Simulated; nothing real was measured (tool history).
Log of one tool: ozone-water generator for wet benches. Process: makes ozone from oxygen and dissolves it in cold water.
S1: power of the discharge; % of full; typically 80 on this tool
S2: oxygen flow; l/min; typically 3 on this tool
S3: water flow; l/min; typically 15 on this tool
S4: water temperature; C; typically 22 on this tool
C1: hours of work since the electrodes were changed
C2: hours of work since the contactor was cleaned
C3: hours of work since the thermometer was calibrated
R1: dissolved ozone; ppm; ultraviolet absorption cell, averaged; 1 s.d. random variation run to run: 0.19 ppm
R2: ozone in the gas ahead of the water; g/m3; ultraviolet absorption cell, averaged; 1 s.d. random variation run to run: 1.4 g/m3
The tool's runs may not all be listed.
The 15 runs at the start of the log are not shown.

{"run": 16, "hour": 1015.7, "S1": 80, "S2": 4.09, "S3": 15, "S4": 22, "C1": 714, "C2": 2167, "C3": 1037, "R1": 27.4, "R2": 230}
{"run": 17, "hour": 1072.1, "S1": 80, "S2": 4.09, "S3": 15, "S4": 22, "C1": 752, "C2": 2205, "C3": 1075, "R1": 27.4, "R2": 231.5}
{"run": 18, "hour": 1154.0, "S1": 80, "S2": 4.09, "S3": 15, "S4": 22, "C1": 807, "C2": 2260, "C3": 1130, "R1": 27.4, "R2": 228.9}
{"run": 19, "hour": 1231.6, "S1": 80, "S2": 4.09, "S3": 15, "S4": 22, "C1": 859, "C2": 2312, "C3": 1182, "R1": 27.7, "R2": 229.8}
{"run": 20, "hour": 1315.9, "S1": 80, "S2": 2.82, "S3": 15, "S4": 14, "C1": 916, "C2": 2369, "C3": 1239, "R1": 28.5, "R2": 265.6}
{"run": 21, "hour": 1375.9, "S1": 62, "S2": 3, "S3": 15, "S4": 15, "C1": 956, "C2": 2410, "C3": 1279, "R1": 24.5, "R2": 223.4}
{"run": 22, "hour": 1437.9, "S1": 80, "S2": 3, "S3": 15, "S4": 30, "C1": 998, "C2": 2451, "C3": 1321, "R1": 23.2, "R2": 256.8}
{"run": 23, "hour": 1500.3, "S1": 80, "S2": 2.49, "S3": 15, "S4": 30, "C1": 1040, "C2": 2493, "C3": 1363, "R1": 22.9, "R2": 281.4}
{"run": 24, "hour": 1549.2, "S1": 80, "S2": 1.75, "S3": 15, "S4": 27, "C1": 1073, "C2": 2526, "C3": 1396, "R1": 21.8, "R2": 321.1}
{"run": 25, "hour": 1596.0, "S1": 80, "S2": 1.75, "S3": 15, "S4": 27, "C1": 1105, "C2": 2558, "C3": 1428, "R1": 21.9, "R2": 319.7}
{"run": 26, "hour": 1654.5, "S1": 48, "S2": 2.35, "S3": 16, "S4": 28, "C1": 1144, "C2": 2597, "C3": 1467, "R1": 16.2, "R2": 208.6}
{"run": 27, "hour": 1741.2, "S1": 54, "S2": 4.2, "S3": 10, "S4": 29, "C1": 1202, "C2": 2656, "C3": 1525, "R1": 23.9, "R2": 179.3}
{"run": 28, "hour": 1797.4, "S1": 81, "S2": 4.2, "S3": 18, "S4": 29, "C1": 1240, "C2": 2694, "C3": 1563, "R1": 21.9, "R2": 228.7}
{"run": 29, "hour": 1867.5, "S1": 89, "S2": 2.5, "S3": 20, "S4": 22, "C1": 1287, "C2": 2741, "C3": 1610, "R1": 21.1, "R2": 298.3}
{"run": 30, "hour": 1930.5, "S1": 89, "S2": 2.5, "S3": 20, "S4": 22, "C1": 1330, "C2": 2783, "C3": 1653, "R1": 21.3, "R2": 302}
{"run": 31, "hour": 1988.5, "S1": 91, "S2": 1.96, "S3": 19, "S4": 17, "C1": 1369, "C2": 2822, "C3": 1692, "R1": 21.3, "R2": 334.4}
{"run": 32, "hour": 2044.7, "S1": 80, "S2": 3, "S3": 23, "S4": 22, "C1": 1407, "C2": 2860, "C3": 1730, "R1": 18.5, "R2": 257.4}
{"run": 33, "hour": 2082.8, "S1": 80, "S2": 3, "S3": 23, "S4": 22, "C1": 1432, "C2": 2886, "C3": 1755, "R1": 18.4, "R2": 259.9}
{"run": 34, "hour": 2168.7, "S1": 73, "S2": 1.97, "S3": 15, "S4": 30, "C1": 1490, "C2": 2944, "C3": 1813, "R1": 20.4, "R2": 288.9}

Branching from run 34: 3 alternative next runs. What would each branch give?
{"run": "A", "hour": 2245.6, "S1": 80, "S2": 3.92, "S3": 15, "S4": 22, "C1": 1542, "C2": 2995, "C3": 1865, "R1": "?", "R2": "?"}
{"run": "B", "hour": 2245.6, "S1": 87, "S2": 1.61, "S3": 16, "S4": 30, "C1": 1542, "C2": 2995, "C3": 1865, "R1": "?", "R2": "?"}
{"run": "C", "hour": 2245.6, "S1": 62, "S2": 3.67, "S3": 22, "S4": 30, "C1": 1542, "C2": 2995, "C3": 1865, "R1": "?", "R2": "?"}

run=A R1=27.4 R2=236.2
run=B R1=20.2 R2=347.6
run=C R1=15.5 R2=206.6
With the hidden condition removed and each run's random variation left untouched, the same runs would have given:
run=A R1=27.4 R2=236.4
run=B R1=20.2 R2=347.8
run=C R1=15.5 R2=206.7
